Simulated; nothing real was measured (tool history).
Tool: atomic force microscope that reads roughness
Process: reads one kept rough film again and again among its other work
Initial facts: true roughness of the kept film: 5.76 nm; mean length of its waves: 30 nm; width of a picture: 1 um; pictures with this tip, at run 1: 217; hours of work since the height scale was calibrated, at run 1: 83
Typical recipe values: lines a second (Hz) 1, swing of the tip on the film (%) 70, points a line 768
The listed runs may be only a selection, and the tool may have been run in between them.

run,day,lines a second (Hz),swing of the tip on the film (%),points a line,pictures with this tip,hours of work since the height scale was calibrated,roughness of the kept film (nm (root mean square))
1,0,1,70,768,217,83,4.595
2,0.433,1,70,768,241,90,4.624
3,0.712,1,70,768,256,94,4.582
4,1.054,1,70,768,275,100,4.59
# day 1.529: new tip fitted
5,1.538,1,74,768,0,107,4.599
6,1.904,1,70,768,20,113,4.595
7,2.275,0.79,70,768,40,118,4.681
8,2.733,0.79,70,768,66,126,4.669
9,3.192,0.79,70,768,91,133,4.697
10,3.496,0.79,70,768,107,138,4.673
11,3.892,1,71,768,129,144,4.595
12,4.1,1,71,768,141,147,4.609
13,4.554,1,71,768,165,154,4.591
14,4.842,1,70,768,181,159,4.608
15,5.304,1,68,768,207,166,4.637
16,5.638,1,68,375,225,171,4.587
17,5.938,1,70,768,241,176,4.638
18,6.242,1.66,73,652,258,181,4.409
19,6.725,1.66,61,547,285,188,4.594
# day 7.021: new tip fitted
20,7.2,1.66,61,547,9,195,4.627
21,7.554,1.66,61,547,29,201,4.628
22,8.025,1.66,64,940,55,208,4.564
23,8.238,1.66,64,940,66,212,4.577
24,8.646,0.92,62,768,89,218,4.749
25,8.992,0.92,62,768,108,224,4.753
26,9.212,1,58,373,120,227,4.674
27,9.679,1,58,373,145,234,4.716
28,9.958,1,82,435,161,239,4.351
29,10.175,0.75,70,904,173,242,4.706
30,10.583,0.73,71,768,195,249,4.667
31,10.817,0.73,71,768,208,252,4.667
32,11.125,0.73,71,768,225,257,4.658
33,11.529,0.73,71,768,247,263,4.668
34,11.754,1,70,705,259,267,4.582

Below are 3 alternative next runs, each starting from the tool's condition after run 34. Predict each:
A,11.962,2.76,70,588,271,270,?
B,11.962,1,73,441,271,270,?
C,11.962,3.36,70,470,271,270,?

run,roughness of the kept film (nm (root mean square))
A,4.192
B,4.515
C,4.102
The same runs, with their run-to-run variation unchanged, on a tool lacking any hidden condition would have given:
run,roughness of the kept film (nm (root mean square))
A,4.208
B,4.533
C,4.117
